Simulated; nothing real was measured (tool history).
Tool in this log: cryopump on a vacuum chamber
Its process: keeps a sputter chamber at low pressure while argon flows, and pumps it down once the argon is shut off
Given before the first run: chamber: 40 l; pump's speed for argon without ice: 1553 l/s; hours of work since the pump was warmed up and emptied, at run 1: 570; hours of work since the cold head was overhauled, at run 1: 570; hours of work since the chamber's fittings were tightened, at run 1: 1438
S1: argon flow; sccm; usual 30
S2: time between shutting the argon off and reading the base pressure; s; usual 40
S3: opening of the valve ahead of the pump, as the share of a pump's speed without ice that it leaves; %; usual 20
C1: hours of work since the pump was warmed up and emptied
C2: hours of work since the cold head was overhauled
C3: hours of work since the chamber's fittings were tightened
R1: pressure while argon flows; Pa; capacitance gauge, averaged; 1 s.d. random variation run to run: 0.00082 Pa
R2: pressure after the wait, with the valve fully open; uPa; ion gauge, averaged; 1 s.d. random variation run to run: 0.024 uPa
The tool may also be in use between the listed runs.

{"run": 1, "hour": 0.0, "S1": 30, "S2": 40, "S3": 20, "C1": 570, "C2": 570, "C3": 1438, "R1": 0.1731, "R2": 2.58}
{"run": 2, "hour": 14.2, "S1": 30, "S2": 40, "S3": 20, "C1": 582, "C2": 582, "C3": 1450, "R1": 0.1735, "R2": 2.64}
{"run": 3, "hour": 31.9, "S1": 52, "S2": 40, "S3": 20, "C1": 596, "C2": 596, "C3": 1465, "R1": 0.3013, "R2": 2.65}
{"run": 4, "hour": 58.0, "S1": 52, "S2": 40, "S3": 17, "C1": 618, "C2": 618, "C3": 1487, "R1": 0.3516, "R2": 2.58}
{"run": 5, "hour": 75.2, "S1": 30, "S2": 40, "S3": 15, "C1": 633, "C2": 633, "C3": 1501, "R1": 0.2305, "R2": 2.7}
{"run": 6, "hour": 88.5, "S1": 30, "S2": 40, "S3": 15, "C1": 644, "C2": 644, "C3": 1512, "R1": 0.2289, "R2": 2.79}
{"run": 7, "hour": 110.8, "S1": 30, "S2": 40, "S3": 26, "C1": 663, "C2": 663, "C3": 1531, "R1": 0.1379, "R2": 2.83}
{"run": 8, "hour": 129.6, "S1": 30, "S2": 40, "S3": 26, "C1": 678, "C2": 678, "C3": 1547, "R1": 0.1388, "R2": 2.82}
{"run": 9, "hour": 147.9, "S1": 30, "S2": 40, "S3": 26, "C1": 694, "C2": 694, "C3": 1562, "R1": 0.1381, "R2": 2.83}
{"run": 10, "hour": 175.0, "S1": 30, "S2": 40, "S3": 20, "C1": 717, "C2": 717, "C3": 1585, "R1": 0.1777, "R2": 2.97}
{"run": 11, "hour": 186.7, "S1": 20, "S2": 40, "S3": 20, "C1": 726, "C2": 726, "C3": 1595, "R1": 0.1183, "R2": 3.05}
{"run": 12, "hour": 204.3, "S1": 20, "S2": 140, "S3": 20, "C1": 741, "C2": 741, "C3": 1610, "R1": 0.1179, "R2": 2.39}
{"run": 13, "hour": 222.9, "S1": 20, "S2": 140, "S3": 20, "C1": 757, "C2": 757, "C3": 1625, "R1": 0.1191, "R2": 2.4}
{"hour": 232.3, "done": "pump warmed up, emptied and cooled again"}
{"run": 14, "hour": 250.1, "S1": 30, "S2": 40, "S3": 20, "C1": 15, "C2": 775, "C3": 1644, "R1": 0.1623, "R2": 2.38}
{"run": 15, "hour": 277.3, "S1": 30, "S2": 141, "S3": 22, "C1": 38, "C2": 798, "C3": 1667, "R1": 0.1497, "R2": 1.86}
{"run": 16, "hour": 297.5, "S1": 30, "S2": 158, "S3": 18, "C1": 55, "C2": 815, "C3": 1684, "R1": 0.1827, "R2": 1.87}
{"run": 17, "hour": 321.6, "S1": 30, "S2": 158, "S3": 18, "C1": 75, "C2": 836, "C3": 1704, "R1": 0.1832, "R2": 1.92}
{"run": 18, "hour": 340.3, "S1": 30, "S2": 158, "S3": 18, "C1": 91, "C2": 851, "C3": 1720, "R1": 0.1838, "R2": 1.91}
{"run": 19, "hour": 362.3, "S1": 51, "S2": 24, "S3": 24, "C1": 109, "C2": 870, "C3": 1738, "R1": 0.2339, "R2": 3.11}
{"run": 20, "hour": 378.3, "S1": 14, "S2": 24, "S3": 15, "C1": 123, "C2": 883, "C3": 1751, "R1": 0.103, "R2": 3.04}
{"run": 21, "hour": 401.1, "S1": 30, "S2": 91, "S3": 20, "C1": 142, "C2": 902, "C3": 1771, "R1": 0.1649, "R2": 2.2}
{"run": 22, "hour": 428.3, "S1": 45, "S2": 40, "S3": 17, "C1": 165, "C2": 925, "C3": 1793, "R1": 0.2909, "R2": 2.68}
{"run": 23, "hour": 445.3, "S1": 30, "S2": 144, "S3": 30, "C1": 179, "C2": 939, "C3": 1808, "R1": 0.1114, "R2": 2.03}
{"run": 24, "hour": 460.7, "S1": 30, "S2": 38, "S3": 25, "C1": 192, "C2": 952, "C3": 1821, "R1": 0.1342, "R2": 2.61}
{"run": 25, "hour": 481.3, "S1": 30, "S2": 38, "S3": 25, "C1": 209, "C2": 970, "C3": 1838, "R1": 0.1343, "R2": 2.71}
{"run": 26, "hour": 497.7, "S1": 12, "S2": 38, "S3": 53, "C1": 223, "C2": 983, "C3": 1852, "R1": 0.0263, "R2": 2.76}
{"run": 27, "hour": 523.4, "S1": 46, "S2": 255, "S3": 20, "C1": 244, "C2": 1005, "C3": 1873, "R1": 0.2585, "R2": 2.12}

Predict each of these 5 candidate next runs independently; none follows another, all start after run 27:
{"run": "A", "hour": 539.9, "S1": 46, "S2": 69, "S3": 20, "C1": 258, "C2": 1019, "C3": 1887, "R1": "?", "R2": "?"}
{"run": "B", "hour": 539.9, "S1": 46, "S2": 255, "S3": 19, "C1": 258, "C2": 1019, "C3": 1887, "R1": "?", "R2": "?"}
{"run": "C", "hour": 539.9, "S1": 46, "S2": 46, "S3": 20, "C1": 258, "C2": 1019, "C3": 1887, "R1": "?", "R2": "?"}
{"run": "D", "hour": 539.9, "S1": 14, "S2": 40, "S3": 20, "C1": 258, "C2": 1019, "C3": 1887, "R1": "?", "R2": "?"}
{"run": "E", "hour": 539.9, "S1": 19, "S2": 60, "S3": 28, "C1": 258, "C2": 1019, "C3": 1887, "R1": "?", "R2": "?"}

run=A R1=0.2575 R2=2.46
run=B R1=0.2697 R2=2.11
run=C R1=0.2570 R2=2.70
run=D R1=0.0790 R2=2.82
run=E R1=0.0755 R2=2.55
Stripped of hidden state, with their random variation kept, the same runs would have yielded:
run=A R1=0.2507 R2=0.63
run=B R1=0.2629 R2=0.30
run=C R1=0.2502 R2=0.85
run=D R1=0.0770 R2=0.96
run=E R1=0.0727 R2=0.67
